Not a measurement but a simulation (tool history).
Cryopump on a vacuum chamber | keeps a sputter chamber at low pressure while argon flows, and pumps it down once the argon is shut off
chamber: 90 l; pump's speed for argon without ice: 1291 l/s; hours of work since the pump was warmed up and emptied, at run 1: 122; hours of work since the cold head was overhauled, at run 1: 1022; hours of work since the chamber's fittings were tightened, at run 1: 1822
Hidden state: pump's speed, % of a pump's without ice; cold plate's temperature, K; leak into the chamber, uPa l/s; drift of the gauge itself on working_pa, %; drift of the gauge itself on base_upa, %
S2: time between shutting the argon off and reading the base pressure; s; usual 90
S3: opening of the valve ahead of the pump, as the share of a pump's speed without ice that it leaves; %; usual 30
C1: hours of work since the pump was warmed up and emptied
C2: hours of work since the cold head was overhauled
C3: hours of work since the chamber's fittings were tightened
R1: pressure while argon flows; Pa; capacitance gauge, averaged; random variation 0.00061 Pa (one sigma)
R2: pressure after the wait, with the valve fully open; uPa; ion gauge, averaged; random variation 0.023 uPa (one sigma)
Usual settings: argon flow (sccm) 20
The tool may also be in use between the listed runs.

Run 1, hour 0.0: usual settings; C1 122; C2 1022; C3 1822. Result: R1 0.0904 Pa, R2 2.39 uPa.
Run 2, hour 38.6: usual settings; C1 140; C2 1040; C3 1840. Result: R1 0.0915 Pa, R2 2.34 uPa.
Run 3, hour 102.7: usual settings; C1 169; C2 1070; C3 1870. Result: R1 0.0916 Pa, R2 2.50 uPa.
Run 4, hour 137.3: usual settings; C1 186; C2 1086; C3 1886. Result: R1 0.0913 Pa, R2 2.52 uPa.
Run 5, hour 184.0: usual settings; C1 207; C2 1108; C3 1908. Result: R1 0.0929 Pa, R2 2.57 uPa.
Run 6, hour 217.7: usual settings; C1 223; C2 1123; C3 1924. Result: R1 0.0938 Pa, R2 2.63 uPa.
Run 7, hour 270.4: usual settings; C1 248; C2 1148; C3 1948. Result: R1 0.0938 Pa, R2 2.63 uPa.
Run 8, hour 320.8: usual settings; C1 271; C2 1171; C3 1972. Result: R1 0.0949 Pa, R2 2.77 uPa.
Run 9, hour 373.1: usual settings but S3 24 %; C1 296; C2 1196; C3 1996. Result: R1 0.1179 Pa, R2 2.83 uPa.
Run 10, hour 438.3: usual settings but argon flow (sccm) 24, S3 24 %; C1 326; C2 1226; C3 2027. Result: R1 0.1418 Pa, R2 2.87 uPa.
Run 11, hour 485.1: usual settings but argon flow (sccm) 24, S3 24 %; C1 348; C2 1248; C3 2049. Result: R1 0.1425 Pa, R2 2.96 uPa.
Run 12, hour 524.1: usual settings; C1 366; C2 1266; C3 2067. Result: R1 0.0984 Pa, R2 3.07 uPa.
Run 13, hour 576.8: usual settings; C1 391; C2 1291; C3 2091. Result: R1 0.0991 Pa, R2 3.20 uPa.
Run 14, hour 628.8: usual settings but argon flow (sccm) 34; C1 415; C2 1315; C3 2116. Result: R1 0.1694 Pa, R2 3.24 uPa.
At hour 676.6: pump warmed up, emptied and cooled again.
Run 15, hour 697.1: usual settings but argon flow (sccm) 34; C1 10; C2 1345; C3 2145. Result: R1 0.1509 Pa, R2 2.48 uPa.
Run 16, hour 748.4: usual settings but argon flow (sccm) 34; C1 34; C2 1369; C3 2169. Result: R1 0.1510 Pa, R2 2.46 uPa.
Run 17, hour 799.7: usual settings but argon flow (sccm) 34; C1 57; C2 1393; C3 2193. Result: R1 0.1516 Pa, R2 2.46 uPa.
Run 18, hour 849.4: usual settings but argon flow (sccm) 12, S2 71 s, S3 32 %; C1 81; C2 1416; C3 2216. Result: R1 0.0505 Pa, R2 2.80 uPa.
Run 19, hour 899.1: usual settings but argon flow (sccm) 13, S3 31 %; C1 104; C2 1439; C3 2240. Result: R1 0.0575 Pa, R2 2.70 uPa.
Run 20, hour 962.3: usual settings but argon flow (sccm) 13, S2 270 s, S3 31 %; C1 133; C2 1469; C3 2269. Result: R1 0.0577 Pa, R2 2.34 uPa.
Run 21, hour 1008.6: usual settings but S3 23 %; C1 155; C2 1490; C3 2291. Result: R1 0.1186 Pa, R2 2.80 uPa.
Run 22, hour 1072.1: usual settings but S2 156 s, S3 23 %; C1 185; C2 1520; C3 2320. Result: R1 0.1190 Pa, R2 2.62 uPa.
Run 23, hour 1104.1: usual settings but S2 156 s, S3 23 %; C1 200; C2 1535; C3 2335. Result: R1 0.1182 Pa, R2 2.69 uPa.
Run 24, hour 1165.1: usual settings but S2 286 s, S3 23 %; C1 228; C2 1563; C3 2364. Result: R1 0.1196 Pa, R2 2.61 uPa.
Run 25, hour 1192.8: usual settings but argon flow (sccm) 16, S2 23 s, S3 20 %; C1 241; C2 1576; C3 2377. Result: R1 0.1098 Pa, R2 4.81 uPa.
Run 26, hour 1242.7: usual settings but argon flow (sccm) 16, S2 62 s, S3 22 %; C1 264; C2 1600; C3 2400. Result: R1 0.1000 Pa, R2 3.43 uPa.
Run 27, hour 1305.7: usual settings but argon flow (sccm) 30, S2 62 s, S3 42 %; C1 294; C2 1629; C3 2429. Result: R1 0.1058 Pa, R2 3.53 uPa.
Run 28, hour 1367.6: usual settings but argon flow (sccm) 17, S2 185 s, S3 32 %; C1 323; C2 1658; C3 2458. Result: R1 0.0772 Pa, R2 2.99 uPa.
Run 29, hour 1401.1: usual settings but argon flow (sccm) 40, S2 23 s, S3 32 %; C1 338; C2 1674; C3 2474. Result: R1 0.1822 Pa, R2 5.17 uPa.
Run 30, hour 1453.0: usual settings but argon flow (sccm) 40, S2 23 s, S3 32 %; C1 363; C2 1698; C3 2498. Result: R1 0.1843 Pa, R2 5.21 uPa.
Run 31, hour 1487.8: usual settings but argon flow (sccm) 40, S2 38 s, S3 38 %; C1 379; C2 1714; C3 2514. Result: R1 0.1602 Pa, R2 4.45 uPa.
Run 32, hour 1535.8: usual settings but argon flow (sccm) 11, S3 19 %; C1 401; C2 1737; C3 2537. Result: R1 0.0836 Pa, R2 3.65 uPa.
Run 33, hour 1573.9: usual settings but argon flow (sccm) 11, S3 19 %; C1 419; C2 1754; C3 2555. Result: R1 0.0826 Pa, R2 3.82 uPa.

Some steps in R1 between neighbouring runs. How much of each would the tool show without its hidden state too (settings, what came in, random variation), and how much is left for the hidden state, with any gauge scatter that isn't in both results?
Run 14 -> 15: pump warmed up, emptied and cooled again. R1 -0.0185 Pa: hidden state -0.0200, all else +0.0015.
Run 17 -> 18: argon flow (sccm) 34 -> 12, S2 90 -> 71, S3 30 -> 32. R1 -0.1011 Pa: hidden state -0.0018, all else -0.0993.
Run 28 -> 29: argon flow (sccm) 17 -> 40, S2 185 -> 23. R1 +0.1050 Pa: hidden state +0.0118, all else +0.0932.
Run 31 -> 32: argon flow (sccm) 40 -> 11, S2 38 -> 90, S3 38 -> 19. R1 -0.0766 Pa: hidden state -0.0159, all else -0.0607.

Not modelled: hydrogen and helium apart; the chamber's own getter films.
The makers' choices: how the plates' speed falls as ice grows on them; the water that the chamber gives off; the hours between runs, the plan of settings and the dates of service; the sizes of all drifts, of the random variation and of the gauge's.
